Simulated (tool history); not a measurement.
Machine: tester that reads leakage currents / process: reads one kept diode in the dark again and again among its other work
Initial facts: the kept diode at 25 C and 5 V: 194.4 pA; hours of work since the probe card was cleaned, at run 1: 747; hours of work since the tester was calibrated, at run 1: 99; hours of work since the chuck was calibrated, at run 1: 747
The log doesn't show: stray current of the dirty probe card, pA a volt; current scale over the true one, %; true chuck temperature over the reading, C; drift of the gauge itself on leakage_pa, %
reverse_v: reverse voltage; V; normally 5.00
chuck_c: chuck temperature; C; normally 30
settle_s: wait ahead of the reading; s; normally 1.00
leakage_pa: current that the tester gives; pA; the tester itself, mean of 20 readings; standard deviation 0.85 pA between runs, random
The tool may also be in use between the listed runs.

run    hour  reverse_v  chuck_c  settle_s  hours of work since the probe card was cleaned  hours of work since the tester was calibrated  hours of work since the chuck was calibrated  leakage_pa
  1     0.0       5.00       30      1.00                                             747                                             99                                           747      276.10
  2    75.7       5.00       30      1.00                                             788                                            140                                           788      276.11
  3   156.9      14.65       30      1.00                                             832                                            184                                           832      531.98
  4   224.9       5.00       30      1.00                                             869                                            221                                           869      275.21
  5   294.3       5.00       30      1.00                                             907                                            259                                           907      272.83
  6   370.1       5.00       30      1.00                                             948                                            300                                           948      274.02
  7   485.2       5.00       30      1.00                                            1011                                            363                                          1011      272.80
  8   563.5       5.00       27      1.00                                            1053                                            405                                          1053      220.29
  9   682.9       5.00       27      1.00                                            1118                                            470                                          1118      221.32
 10   750.3       5.00       27      1.00                                            1155                                            507                                          1155      221.16
 11   865.0       5.00       22      1.00                                            1217                                            569                                          1217      153.20
 12   963.4       5.00       30      1.00                                            1271                                            623                                          1271      272.05
 13  1037.6       5.75       42      1.00                                            1311                                            663                                          1311      673.23
 14  1094.7       1.19       50      3.33                                            1342                                            694                                          1342      442.78
 15  1147.5       1.19       50      3.33                                            1371                                            723                                          1371      441.58
 16  1267.4       1.19       50      3.33                                            1436                                            788                                          1436      443.02
 17  1348.9       5.00       60      1.00                                            1480                                            832                                          1480     1928.97
 18  1419.0      15.81       30      0.34                                            1519                                            870                                          1519      561.53
 19  1471.7      15.81       30      0.34                                            1547                                            899                                          1547      559.13
     1553.6  -- chuck's temperature calibrated
     1563.0  -- probe card cleaned and baked
 20  1570.4       1.91       30      1.01                                               4                                            950                                             8      160.92
 21  1700.6       5.00       37      0.59                                              75                                           1021                                            78      467.95
 22  1792.9       3.81       48      0.77                                             125                                           1071                                           129      825.93
 23  1903.3       5.00       37      1.00                                             185                                           1131                                           189      466.56
 24  2005.6      11.48       33      1.03                                             241                                           1187                                           244      579.87

A few steps of leakage_pa between consecutive runs. Split each: what settings, incoming material and random variation would produce without the hidden state, and what is left over for the hidden state, along with gauge scatter present in only one of the two compared results (measured, and without hidden state):
Run 16 -> 17: reverse_v 1.19 -> 5.00, chuck_c 50 -> 60, settle_s 3.33 -> 1.00. leakage_pa +1485.95 pA: hidden state -99.28, all else +1585.23.
Run 17 -> 18: reverse_v 5.00 -> 15.81, chuck_c 60 -> 30, settle_s 1.00 -> 0.34. leakage_pa -1367.44 pA: hidden state +119.00, all else -1486.44.

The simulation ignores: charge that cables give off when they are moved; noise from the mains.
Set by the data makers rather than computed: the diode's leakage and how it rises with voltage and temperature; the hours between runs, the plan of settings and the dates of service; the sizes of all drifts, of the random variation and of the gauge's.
